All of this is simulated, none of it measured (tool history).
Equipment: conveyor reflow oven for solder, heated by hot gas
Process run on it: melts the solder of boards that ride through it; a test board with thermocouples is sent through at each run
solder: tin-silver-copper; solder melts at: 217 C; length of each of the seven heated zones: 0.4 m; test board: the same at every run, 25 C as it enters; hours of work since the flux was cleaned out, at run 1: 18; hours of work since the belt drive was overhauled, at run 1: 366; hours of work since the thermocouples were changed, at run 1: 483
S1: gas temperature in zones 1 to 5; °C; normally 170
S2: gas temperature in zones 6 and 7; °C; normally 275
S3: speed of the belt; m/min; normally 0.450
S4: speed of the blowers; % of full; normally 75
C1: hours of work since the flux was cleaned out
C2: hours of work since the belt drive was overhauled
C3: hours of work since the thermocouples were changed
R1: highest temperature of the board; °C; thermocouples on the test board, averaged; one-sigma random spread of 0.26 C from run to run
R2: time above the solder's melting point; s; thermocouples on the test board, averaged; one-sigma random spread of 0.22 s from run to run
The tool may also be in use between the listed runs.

run,hour,S1,S2,S3,S4,C1,C2,C3,R1,R2
1,0.0,170,275,0.450,75,18,366,483,262.0,88.2
2,21.3,170,275,0.450,70,35,382,500,260.5,86.8
3,47.8,170,275,0.450,70,55,403,520,260.3,86.8
4,86.0,170,275,0.450,70,85,433,550,259.3,85.9
5,107.4,170,275,0.450,70,102,450,567,259.6,86.0
# hour 142.0: thermocouples of zones 6 and 7 changed
6,148.1,170,275,0.450,70,132,480,5,261.0,86.9
7,165.0,170,269,0.450,75,145,493,18,256.5,84.2
8,191.8,170,269,0.450,75,167,514,39,256.1,83.5
9,228.1,170,269,0.450,75,195,543,67,256.0,83.5
10,250.7,170,269,0.450,75,213,560,85,255.8,83.2
11,275.2,170,269,0.450,75,232,579,104,255.5,82.8
# hour 311.4: flux residue cleaned out of gas plates and filters
12,319.5,179,269,0.450,75,6,610,135,258.3,89.9
13,347.7,179,269,0.450,75,28,632,157,257.9,90.1
14,379.9,179,269,0.450,75,54,657,182,258.0,89.9
15,408.2,179,269,0.450,75,76,680,204,258.0,89.6
16,429.4,170,275,0.389,75,92,696,221,265.6,106.2
# hour 443.5: belt drive overhauled, speed set with a stopwatch
17,467.3,170,275,0.360,55,119,19,248,262.5,110.8
18,499.3,160,275,0.513,55,144,44,273,247.6,57.7
19,529.8,157,269,0.450,53,168,68,297,246.4,64.2
20,552.5,164,275,0.450,53,186,85,314,252.7,74.4
21,573.1,164,275,0.450,53,202,101,330,252.8,73.9
22,610.7,164,275,0.450,53,231,131,360,252.3,74.2
# hour 650.1: flux residue cleaned out of gas plates and filters
23,651.5,164,275,0.421,53,1,159,388,256.9,85.1
24,686.1,170,275,0.368,60,28,186,415,263.9,109.5
25,720.6,170,275,0.368,60,55,213,442,263.7,109.6
26,755.2,170,275,0.368,60,82,240,469,262.8,108.9
27,772.6,170,275,0.368,60,96,254,483,262.9,108.7
28,794.8,170,275,0.368,60,113,271,500,262.7,108.1

What does the tool deliver on the next run?
29,817.3,170,275,0.368,60,131,289,518,?,?

{"run 29": {"R1": 262.8, "R2": 108.6}}
The same run, on a tool lacking any hidden state, would have yielded R1 264.9 °C, R2 110.3 s.

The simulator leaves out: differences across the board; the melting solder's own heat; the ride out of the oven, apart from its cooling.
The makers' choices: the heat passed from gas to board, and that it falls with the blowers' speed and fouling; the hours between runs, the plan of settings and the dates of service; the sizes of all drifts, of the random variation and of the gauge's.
